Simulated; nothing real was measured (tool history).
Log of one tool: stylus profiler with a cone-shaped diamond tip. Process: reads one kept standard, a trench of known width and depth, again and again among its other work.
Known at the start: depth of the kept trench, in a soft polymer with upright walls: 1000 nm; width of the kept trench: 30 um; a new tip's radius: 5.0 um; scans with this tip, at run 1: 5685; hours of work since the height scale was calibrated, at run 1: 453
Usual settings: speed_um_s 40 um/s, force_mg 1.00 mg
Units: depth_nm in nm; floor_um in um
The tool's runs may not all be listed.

run,hour,speed_um_s,force_mg,scans with this tip,hours of work since the height scale was calibrated,depth_nm,floor_um
1,0.0,40,1.00,5685,453,1007.70,23.90
2,21.2,40,1.00,5830,464,1007.63,23.88
3,36.9,25,1.00,5937,473,1007.97,23.89
4,54.5,40,1.00,6058,482,1007.48,23.83
5,79.7,40,1.00,6231,496,1007.81,23.82
6,95.0,40,1.00,6335,505,1007.93,23.84
7,122.6,40,1.00,6524,520,1008.18,23.86
8,139.9,40,1.00,6642,529,1007.68,23.87
9,153.7,40,1.00,6737,537,1008.01,23.85
10,175.6,16,1.00,6887,548,1007.68,23.93
11,187.0,16,1.00,6965,555,1007.60,23.91
12,210.9,29,1.96,7129,568,1011.68,23.93
13,238.4,60,1.00,7317,583,1007.74,23.79
14,258.5,11,0.43,7454,594,1004.69,23.94
15,270.1,81,1.24,7534,600,1009.31,23.74
16,294.0,99,0.56,7697,613,1005.67,23.51
17,308.8,99,0.56,7798,621,1005.28,23.53
18,333.8,73,1.00,7970,635,1008.15,23.73
19,345.4,73,1.00,8049,641,1007.90,23.70
20,371.9,64,1.00,8230,655,1007.94,23.76
21,384.2,64,1.00,8314,662,1007.85,23.78

Forecast each of these 5 alternatives for the next run:
A,405.1,136,1.00,8457,674,?,?
B,405.1,51,1.78,8457,674,?,?
C,405.1,22,1.00,8457,674,?,?
D,405.1,74,0.66,8457,674,?,?
E,405.1,52,1.18,8457,674,?,?

run,depth_nm,floor_um
A,1008.38,23.53
B,1011.24,23.85
C,1007.80,23.90
D,1006.10,23.63
E,1008.38,23.79
Without the tool's hidden state the same runs would have given:
run,depth_nm,floor_um
A,1008.36,23.54
B,1011.22,23.85
C,1007.78,23.91
D,1006.08,23.64
E,1008.37,23.80
